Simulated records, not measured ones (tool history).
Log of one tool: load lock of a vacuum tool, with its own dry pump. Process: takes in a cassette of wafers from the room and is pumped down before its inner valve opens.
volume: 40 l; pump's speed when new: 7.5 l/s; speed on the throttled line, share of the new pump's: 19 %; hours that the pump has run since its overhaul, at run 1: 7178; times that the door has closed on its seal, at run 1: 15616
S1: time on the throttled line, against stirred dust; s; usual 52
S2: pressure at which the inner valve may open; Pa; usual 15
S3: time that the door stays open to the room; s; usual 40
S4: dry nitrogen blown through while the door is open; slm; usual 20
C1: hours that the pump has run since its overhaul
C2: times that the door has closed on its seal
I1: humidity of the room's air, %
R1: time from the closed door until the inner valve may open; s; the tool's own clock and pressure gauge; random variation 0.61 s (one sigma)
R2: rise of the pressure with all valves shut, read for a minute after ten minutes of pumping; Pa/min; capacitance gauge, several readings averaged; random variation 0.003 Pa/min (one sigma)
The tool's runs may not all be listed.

Run 1, day 0.000: usual settings; C1 7178; C2 15616; I1 45.3. Result: R1 93.6 s, R2 0.085 Pa/min.
Run 2, day 3.975: usual settings but S2 22 Pa; C1 7274; C2 15723; I1 45.7. Result: R1 93.1 s, R2 0.090 Pa/min.
Run 3, day 8.542: usual settings but S2 22 Pa, S4 9 slm; C1 7383; C2 15845; I1 45.8. Result: R1 93.2 s, R2 0.099 Pa/min.
Run 4, day 12.408: usual settings but S4 11 slm; C1 7476; C2 15948; I1 42.7. Result: R1 94.9 s, R2 0.097 Pa/min.
Run 5, day 20.079: usual settings; C1 7660; C2 16153; I1 43.6. Result: R1 94.4 s, R2 0.089 Pa/min.
Run 6, day 24.858: usual settings but S2 19 Pa; C1 7775; C2 16281; I1 43.3. Result: R1 92.9 s, R2 0.096 Pa/min.
Run 7, day 30.067: usual settings but S4 15 slm; C1 7900; C2 16420; I1 44.1. Result: R1 95.7 s, R2 0.094 Pa/min.
Run 8, day 36.075: usual settings but S4 15 slm; C1 8044; C2 16580; I1 45.6. Result: R1 95.7 s, R2 0.092 Pa/min.
Run 9, day 43.738: usual settings but S4 15 slm; C1 8228; C2 16785; I1 42.5. Result: R1 95.1 s, R2 0.095 Pa/min.
Run 10, day 48.921: usual settings but S4 15 slm; C1 8352; C2 16923; I1 45.2. Result: R1 94.8 s, R2 0.100 Pa/min.
Run 11, day 54.750: usual settings but S3 81 s; C1 8492; C2 17079; I1 47.3. Result: R1 96.3 s, R2 0.106 Pa/min.
Run 12, day 58.371: usual settings but S4 5 slm; C1 8579; C2 17176; I1 47.6. Result: R1 95.5 s, R2 0.105 Pa/min.
Run 13, day 63.208: usual settings but S4 5 slm; C1 8695; C2 17305; I1 47.5. Result: R1 95.0 s, R2 0.103 Pa/min.
Run 14, day 70.046: usual settings but S1 65 s; C1 8859; C2 17488; I1 44.4. Result: R1 106.5 s, R2 0.103 Pa/min.
Run 15, day 74.721: usual settings but S1 33 s, S3 25 s; C1 8972; C2 17613; I1 44.4. Result: R1 81.1 s, R2 0.101 Pa/min.
Run 16, day 82.162: usual settings but S2 11 Pa; C1 9150; C2 17812; I1 44.0. Result: R1 97.2 s, R2 0.106 Pa/min.
Run 17, day 87.471: usual settings but S2 19 Pa, S4 24 slm; C1 9278; C2 17954; I1 43.6. Result: R1 95.4 s, R2 0.106 Pa/min.
Run 18, day 91.767: usual settings but S4 7 slm; C1 9381; C2 18068; I1 45.3. Result: R1 95.7 s, R2 0.107 Pa/min.
Run 19, day 95.450: usual settings but S1 41 s, S2 16 Pa, S4 4 slm; C1 9469; C2 18167; I1 44.8. Result: R1 87.3 s, R2 0.121 Pa/min.
Run 20, day 102.246: usual settings but S1 41 s, S3 77 s, S4 4 slm; C1 9632; C2 18348; I1 46.4. Result: R1 86.3 s, R2 0.136 Pa/min.
Run 21, day 107.404: usual settings but S1 41 s, S3 77 s, S4 4 slm; C1 9756; C2 18486; I1 44.5. Result: R1 87.8 s, R2 0.133 Pa/min.
Run 22, day 112.529: usual settings but S2 10 Pa, S4 14 slm; C1 9879; C2 18623; I1 45.8. Result: R1 99.0 s, R2 0.110 Pa/min.
Run 23, day 119.825: usual settings but S2 10 Pa, S4 14 slm; C1 10054; C2 18818; I1 47.2. Result: R1 100.2 s, R2 0.120 Pa/min.
Run 24, day 126.579: usual settings but S2 19 Pa, S3 29 s; C1 10216; C2 18998; I1 45.5. Result: R1 94.9 s, R2 0.115 Pa/min.
Run 25, day 130.912: usual settings but S2 21 Pa; C1 10320; C2 19114; I1 43.7. Result: R1 93.6 s, R2 0.113 Pa/min.

5 ways to go on from here, each from the tool as it stands after run 25. What would each give?
Run A, day 137.433: usual settings but S2 30 Pa, S3 125 s, S4 39 slm; C1 10477; C2 19289; I1 41.2. Result: R1 ?, R2 ?.
Run B, day 137.433: usual settings but S2 21 Pa, S4 13 slm; C1 10477; C2 19289; I1 44.3. Result: R1 ?, R2 ?.
Run C, day 137.433: usual settings but S1 67 s, S2 21 Pa, S3 55 s, S4 5 slm; C1 10477; C2 19289; I1 45.7. Result: R1 ?, R2 ?.
Run D, day 137.433: usual settings but S3 163 s, S4 23 slm; C1 10477; C2 19289; I1 43.0. Result: R1 ?, R2 ?.
Run E, day 137.433: usual settings but S2 20 Pa; C1 10477; C2 19289; I1 45.6. Result: R1 ?, R2 ?.

run     R1     R2
  A   92.2  0.125
  B   93.9  0.120
  C  106.9  0.133
  D   97.0  0.134
  E   94.9  0.111
Without the tool's hidden state the same runs would have given:
run     R1     R2
  A   85.5  0.022
  B   86.8  0.017
  C  100.3  0.030
  D   89.4  0.030
  E   87.6  0.009
